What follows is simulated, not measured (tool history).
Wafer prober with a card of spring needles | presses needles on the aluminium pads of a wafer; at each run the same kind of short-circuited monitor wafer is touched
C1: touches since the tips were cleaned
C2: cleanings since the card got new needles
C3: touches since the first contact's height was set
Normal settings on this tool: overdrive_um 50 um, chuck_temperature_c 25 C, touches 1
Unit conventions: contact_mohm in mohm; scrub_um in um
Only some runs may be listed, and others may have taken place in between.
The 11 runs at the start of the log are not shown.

{"run": 12, "day": 4.388, "overdrive_um": 50, "chuck_temperature_c": 100, "touches": 1, "C1": 8599, "C2": 17, "C3": 66405, "contact_mohm": 426, "scrub_um": 11.34}
{"day": 4.442, "done": "tips cleaned on abrasive film"}
{"run": 13, "day": 4.692, "overdrive_um": 50, "chuck_temperature_c": 100, "touches": 1, "C1": 4525, "C2": 18, "C3": 71844, "contact_mohm": 393, "scrub_um": 11.33}
{"day": 4.933, "done": "tips cleaned on abrasive film"}
{"run": 14, "day": 5.192, "overdrive_um": 50, "chuck_temperature_c": 100, "touches": 1, "C1": 4697, "C2": 19, "C3": 80897, "contact_mohm": 395, "scrub_um": 11.26}
{"day": 5.417, "done": "tips cleaned on abrasive film"}
{"run": 15, "day": 5.617, "overdrive_um": 50, "chuck_temperature_c": 100, "touches": 1, "C1": 3574, "C2": 20, "C3": 88470, "contact_mohm": 384, "scrub_um": 11.26}
{"run": 16, "day": 5.888, "overdrive_um": 50, "chuck_temperature_c": 100, "touches": 1, "C1": 8511, "C2": 20, "C3": 93407, "contact_mohm": 417, "scrub_um": 11.27}
{"day": 5.942, "done": "tips cleaned on abrasive film"}
{"day": 6.079, "done": "height of the first contact set anew"}
{"day": 6.471, "done": "tips cleaned on abrasive film"}
{"run": 17, "day": 6.471, "overdrive_um": 30, "chuck_temperature_c": 103, "touches": 3, "C1": 0, "C2": 22, "C3": 7016, "contact_mohm": 275, "scrub_um": 6.85}
{"day": 6.958, "done": "tips cleaned on abrasive film"}
{"run": 18, "day": 6.958, "overdrive_um": 30, "chuck_temperature_c": 103, "touches": 3, "C1": 0, "C2": 23, "C3": 15742, "contact_mohm": 277, "scrub_um": 6.84}
{"run": 19, "day": 7.375, "overdrive_um": 51, "chuck_temperature_c": 103, "touches": 3, "C1": 7596, "C2": 23, "C3": 23338, "contact_mohm": 302, "scrub_um": 11.61}
{"day": 7.454, "done": "tips cleaned on abrasive film"}
{"day": 7.946, "done": "tips cleaned on abrasive film"}
{"run": 20, "day": 7.946, "overdrive_um": 50, "chuck_temperature_c": 78, "touches": 1, "C1": 0, "C2": 25, "C3": 33555, "contact_mohm": 255, "scrub_um": 11.38}
{"run": 21, "day": 8.238, "overdrive_um": 50, "chuck_temperature_c": 78, "touches": 1, "C1": 5283, "C2": 25, "C3": 38838, "contact_mohm": 400, "scrub_um": 11.37}
{"day": 8.458, "done": "tips cleaned on abrasive film"}
{"run": 22, "day": 8.688, "overdrive_um": 50, "chuck_temperature_c": 78, "touches": 1, "C1": 4179, "C2": 26, "C3": 46893, "contact_mohm": 386, "scrub_um": 11.35}
{"day": 8.946, "done": "tips cleaned on abrasive film"}
{"run": 23, "day": 9.088, "overdrive_um": 43, "chuck_temperature_c": 28, "touches": 1, "C1": 2579, "C2": 27, "C3": 54058, "contact_mohm": 391, "scrub_um": 9.71}
{"day": 9.462, "done": "tips cleaned on abrasive film"}
{"run": 24, "day": 9.538, "overdrive_um": 43, "chuck_temperature_c": 28, "touches": 1, "C1": 1370, "C2": 28, "C3": 62136, "contact_mohm": 339, "scrub_um": 9.71}
{"day": 9.975, "done": "tips cleaned on abrasive film"}
{"run": 25, "day": 10.058, "overdrive_um": 50, "chuck_temperature_c": 34, "touches": 2, "C1": 1514, "C2": 29, "C3": 71500, "contact_mohm": 282, "scrub_um": 11.31}
{"run": 26, "day": 10.3, "overdrive_um": 50, "chuck_temperature_c": 34, "touches": 2, "C1": 5902, "C2": 29, "C3": 75888, "contact_mohm": 339, "scrub_um": 11.3}
{"day": 10.458, "done": "tips cleaned on abrasive film"}
{"run": 27, "day": 10.692, "overdrive_um": 50, "chuck_temperature_c": 34, "touches": 2, "C1": 4232, "C2": 30, "C3": 82900, "contact_mohm": 322, "scrub_um": 11.3}
{"day": 10.938, "done": "tips cleaned on abrasive film"}
{"run": 28, "day": 10.938, "overdrive_um": 45, "chuck_temperature_c": 70, "touches": 2, "C1": 0, "C2": 31, "C3": 87347, "contact_mohm": 248, "scrub_um": 10.08}
{"run": 29, "day": 11.392, "overdrive_um": 43, "chuck_temperature_c": 105, "touches": 3, "C1": 8226, "C2": 31, "C3": 95573, "contact_mohm": 331, "scrub_um": 9.65}
{"day": 11.438, "done": "tips cleaned on abrasive film"}
{"day": 11.45, "done": "height of the first contact set anew"}
{"run": 30, "day": 11.833, "overdrive_um": 43, "chuck_temperature_c": 105, "touches": 3, "C1": 6953, "C2": 32, "C3": 6953, "contact_mohm": 322, "scrub_um": 9.83}
{"day": 11.946, "done": "tips cleaned on abrasive film"}
{"run": 31, "day": 12.208, "overdrive_um": 43, "chuck_temperature_c": 105, "touches": 3, "C1": 4695, "C2": 33, "C3": 13638, "contact_mohm": 318, "scrub_um": 9.84}
{"day": 12.458, "done": "tips cleaned on abrasive film"}
{"run": 32, "day": 12.525, "overdrive_um": 33, "chuck_temperature_c": 37, "touches": 3, "C1": 1216, "C2": 34, "C3": 19336, "contact_mohm": 307, "scrub_um": 7.53}

What if the next run were any one of these 5? Each begins from the tool's condition after run 32:
{"day": 12.942, "done": "tips cleaned on abrasive film"}
{"run": "A", "day": 13.071, "overdrive_um": 48, "chuck_temperature_c": 32, "touches": 2, "C1": 2372, "C2": 35, "C3": 29190, "contact_mohm": "?", "scrub_um": "?"}
{"day": 12.942, "done": "tips cleaned on abrasive film"}
{"run": "B", "day": 13.071, "overdrive_um": 58, "chuck_temperature_c": 54, "touches": 3, "C1": 2372, "C2": 35, "C3": 29190, "contact_mohm": "?", "scrub_um": "?"}
{"day": 12.942, "done": "tips cleaned on abrasive film"}
{"run": "C", "day": 13.071, "overdrive_um": 47, "chuck_temperature_c": 95, "touches": 1, "C1": 2372, "C2": 35, "C3": 29190, "contact_mohm": "?", "scrub_um": "?"}
{"day": 12.942, "done": "tips cleaned on abrasive film"}
{"run": "D", "day": 13.071, "overdrive_um": 32, "chuck_temperature_c": 74, "touches": 2, "C1": 2372, "C2": 35, "C3": 29190, "contact_mohm": "?", "scrub_um": "?"}
{"day": 12.942, "done": "tips cleaned on abrasive film"}
{"run": "E", "day": 13.071, "overdrive_um": 50, "chuck_temperature_c": 58, "touches": 1, "C1": 2372, "C2": 35, "C3": 29190, "contact_mohm": "?", "scrub_um": "?"}

run=A contact_mohm=304 scrub_um=10.95
run=B contact_mohm=259 scrub_um=13.19
run=C contact_mohm=365 scrub_um=10.72
run=D contact_mohm=399 scrub_um=7.28
run=E contact_mohm=356 scrub_um=11.38
The same runs, with their run-to-run variation unchanged, on a tool lacking any hidden condition would have given:
run=A contact_mohm=222 scrub_um=11.00
run=B contact_mohm=224 scrub_um=13.24
run=C contact_mohm=239 scrub_um=10.77
run=D contact_mohm=243 scrub_um=7.33
run=E contact_mohm=233 scrub_um=11.43

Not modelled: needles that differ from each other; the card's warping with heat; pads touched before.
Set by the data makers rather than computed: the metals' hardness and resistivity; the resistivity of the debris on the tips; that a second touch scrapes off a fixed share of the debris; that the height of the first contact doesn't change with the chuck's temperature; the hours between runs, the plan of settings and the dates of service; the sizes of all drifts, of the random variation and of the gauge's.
